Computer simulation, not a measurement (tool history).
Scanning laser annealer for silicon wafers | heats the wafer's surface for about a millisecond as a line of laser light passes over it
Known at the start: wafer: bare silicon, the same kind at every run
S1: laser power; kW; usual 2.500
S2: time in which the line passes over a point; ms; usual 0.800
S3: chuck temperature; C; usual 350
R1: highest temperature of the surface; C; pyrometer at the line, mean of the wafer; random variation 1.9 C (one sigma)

{"run": 1, "day": 0.0, "S1": 2.5, "S2": 0.8, "S3": 350, "R1": 1099}
{"run": 2, "day": 0.433, "S1": 2.5, "S2": 0.8, "S3": 350, "R1": 1100}
{"run": 3, "day": 0.758, "S1": 2.5, "S2": 0.8, "S3": 350, "R1": 1097}
{"run": 4, "day": 1.088, "S1": 2.5, "S2": 0.8, "S3": 350, "R1": 1102}
{"run": 5, "day": 1.292, "S1": 2.172, "S2": 0.8, "S3": 350, "R1": 980}
{"run": 6, "day": 1.725, "S1": 2.172, "S2": 0.8, "S3": 350, "R1": 980}
{"run": 7, "day": 2.088, "S1": 2.172, "S2": 0.8, "S3": 350, "R1": 980}
{"run": 8, "day": 2.462, "S1": 2.172, "S2": 0.8, "S3": 350, "R1": 981}
{"run": 9, "day": 2.771, "S1": 2.172, "S2": 0.8, "S3": 350, "R1": 981}
{"run": 10, "day": 3.042, "S1": 2.483, "S2": 0.8, "S3": 350, "R1": 1091}
{"run": 11, "day": 3.417, "S1": 2.483, "S2": 0.8, "S3": 350, "R1": 1091}
{"run": 12, "day": 3.85, "S1": 2.501, "S2": 0.779, "S3": 330, "R1": 1064}
{"run": 13, "day": 4.058, "S1": 2.333, "S2": 0.779, "S3": 379, "R1": 1050}
{"run": 14, "day": 4.262, "S1": 2.5, "S2": 0.8, "S3": 368, "R1": 1113}
{"run": 15, "day": 4.567, "S1": 2.515, "S2": 0.94, "S3": 313, "R1": 1139}
{"run": 16, "day": 4.904, "S1": 2.515, "S2": 0.94, "S3": 313, "R1": 1139}

Forecast run 17:
{"run": 17, "day": 5.262, "S1": 2.515, "S2": 0.94, "S3": 313, "R1": "?"}

{"run 17": {"R1": 1140}}
Without the tool's hidden state the same run would have given R1 1166 C.
